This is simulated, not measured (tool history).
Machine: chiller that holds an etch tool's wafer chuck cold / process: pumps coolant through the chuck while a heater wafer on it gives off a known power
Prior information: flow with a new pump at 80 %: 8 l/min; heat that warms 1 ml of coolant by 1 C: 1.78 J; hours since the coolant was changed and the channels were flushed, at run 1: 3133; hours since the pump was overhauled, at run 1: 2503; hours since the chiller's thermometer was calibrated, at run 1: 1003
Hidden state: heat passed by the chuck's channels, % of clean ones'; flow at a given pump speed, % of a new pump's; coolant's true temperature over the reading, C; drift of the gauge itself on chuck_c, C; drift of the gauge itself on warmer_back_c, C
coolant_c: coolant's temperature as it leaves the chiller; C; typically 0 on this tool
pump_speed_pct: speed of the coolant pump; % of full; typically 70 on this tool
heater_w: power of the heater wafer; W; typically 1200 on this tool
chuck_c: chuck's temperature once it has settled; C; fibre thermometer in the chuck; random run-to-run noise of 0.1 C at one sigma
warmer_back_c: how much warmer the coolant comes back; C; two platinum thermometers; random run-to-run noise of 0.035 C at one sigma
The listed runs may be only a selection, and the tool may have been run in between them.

| run | hour | coolant_c | pump_speed_pct | heater_w | hours since the coolant was changed and the channels were flushed | hours since the pump was overhauled | hours since the chiller's thermometer was calibrated | chuck_c | warmer_back_c |
|---|---|---|---|---|---|---|---|---|---|
| 1 | 0 | 0 | 70 | 1200 | 3133 | 2503 | 1003 | 11.4 | 5.86 |
| 2 | 132.3 | 0 | 70 | 1200 | 3265 | 2635 | 1135 | 11.3 | 5.91 |
| 3 | 246 | 0 | 70 | 1200 | 3379 | 2749 | 1249 | 11.6 | 5.94 |
| 4 | 341.2 | 0 | 70 | 1006 | 3474 | 2844 | 1344 | 9.7 | 5 |
| 5 | 468 | 0 | 73 | 1200 | 3601 | 2971 | 1471 | 11.2 | 5.68 |
| 6 | 621.4 | 0 | 73 | 1200 | 3754 | 3124 | 1624 | 11.1 | 5.7 |
| 7 | 722 | 0 | 73 | 1200 | 3855 | 3225 | 1725 | 10.9 | 5.7 |
| 8 | 845.8 | 0 | 73 | 1200 | 3979 | 3348 | 1848 | 11.3 | 5.69 |
| 9 | 920.3 | 0 | 73 | 1200 | 4053 | 3423 | 1923 | 11.3 | 5.71 |
| 10 | 1019.7 | -1 | 63 | 1200 | 4153 | 3522 | 2022 | 11.7 | 6.69 |

Selected run-to-run steps in chuck_c, each split into two signed amounts: the part the tool would show with no hidden state at all (from settings, incoming material and random variation), and the remainder, which goes to the hidden state together with any gauge scatter not common to the measured and the hidden-state-free results:
Run 2 -> 3: nothing adjusted, nothing logged. chuck_c +0.3 C: hidden state +0.1, all else +0.2.
Run 3 -> 4: heater_w 1200 -> 1006. chuck_c -1.9 C: hidden state -0.1, all else -1.8.
